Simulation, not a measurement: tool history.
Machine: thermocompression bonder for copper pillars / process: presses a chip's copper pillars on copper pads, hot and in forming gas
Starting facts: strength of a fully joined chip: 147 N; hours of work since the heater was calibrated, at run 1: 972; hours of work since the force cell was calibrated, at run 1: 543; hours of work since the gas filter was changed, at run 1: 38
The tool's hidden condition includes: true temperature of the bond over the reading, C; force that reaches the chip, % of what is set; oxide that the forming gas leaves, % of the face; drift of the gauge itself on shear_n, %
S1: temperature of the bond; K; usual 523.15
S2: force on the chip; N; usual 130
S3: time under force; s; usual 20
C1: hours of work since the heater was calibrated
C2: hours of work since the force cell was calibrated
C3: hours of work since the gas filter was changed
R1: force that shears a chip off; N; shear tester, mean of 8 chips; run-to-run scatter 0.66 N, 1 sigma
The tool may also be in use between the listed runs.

run   hour      S1   S2  S3    C1   C2   C3     R1
  1    0.0  523.15  130  20   972  543   38  104.0
  2   29.3  523.15  130  20   988  559   55  102.2
  3   55.5  523.15  130  20  1003  574   69  102.4
      68.0  -- heater calibrated with a thermocouple chip
  4   77.2  523.15  130  11     5  585   80   86.2
  5   97.6  523.15  130  11    17  596   92   86.0
  6  118.9  523.15  130  11    29  608  104   84.3
  7  146.5  531.15  130  11    44  624  119   92.9
  8  176.1  531.15  108  11    61  641  136   78.2
  9  193.6  531.15  108  11    70  650  146   78.9
 10  206.9  531.15  108  11    78  658  153   78.8
 11  235.1  531.15  108  11    94  674  169   80.4
 12  248.4  531.15  108  11   101  681  176   78.0
     263.5  -- forming gas filter changed
 13  270.6  523.15  130  20   113  693    4  101.3
 14  295.1  523.15  130  20   127  707   18  102.9
 15  314.8  523.15  130  20   138  718   29  101.3
 16  329.7  523.15  130  20   147  726   37  101.2
 17  354.1  523.15  130  20   160  740   51  101.8
 18  370.2  523.15  131  20   169  749   60  101.1
 19  395.1  523.15  114  20   183  763   74   92.2
 20  414.5  523.15  130  20   194  774   85  101.7
 21  441.5  523.15  130  54   209  789  100  125.5
 22  457.4  523.15  130  54   218  798  109  124.6
 23  480.0  536.15   84  36   231  811  121   95.7
 24  502.4  536.15   84  36   243  823  134   96.9
 25  527.1  536.15   84  36   257  837  148   95.9
 26  542.8  523.15   86  15   266  846  157   63.2
 27  571.2  521.15   97  19   282  862  173   75.5
     593.7  -- forming gas filter changed
 28  601.4  519.15  120  15   299  879    4   84.2
 29  628.7  519.15  120  15   314  894   20   85.1
 30  655.3  519.15  129  20   329  909   35   97.9
 31  680.0  546.15   97  28   343  923   48  108.2
 32  704.4  531.15  105  58   356  936   62  119.4
 33  722.0  536.15   83  11   366  946   72   65.4
 34  740.1  536.15   83  11   376  956   82   65.5

Predict the results of run 35:
 35  754.7  523.15  147  14  385  965  90   ?

R1: 101.1 N
With the hidden condition absent and the run-to-run variation left alone, this run would have shown R1 101.0 N.

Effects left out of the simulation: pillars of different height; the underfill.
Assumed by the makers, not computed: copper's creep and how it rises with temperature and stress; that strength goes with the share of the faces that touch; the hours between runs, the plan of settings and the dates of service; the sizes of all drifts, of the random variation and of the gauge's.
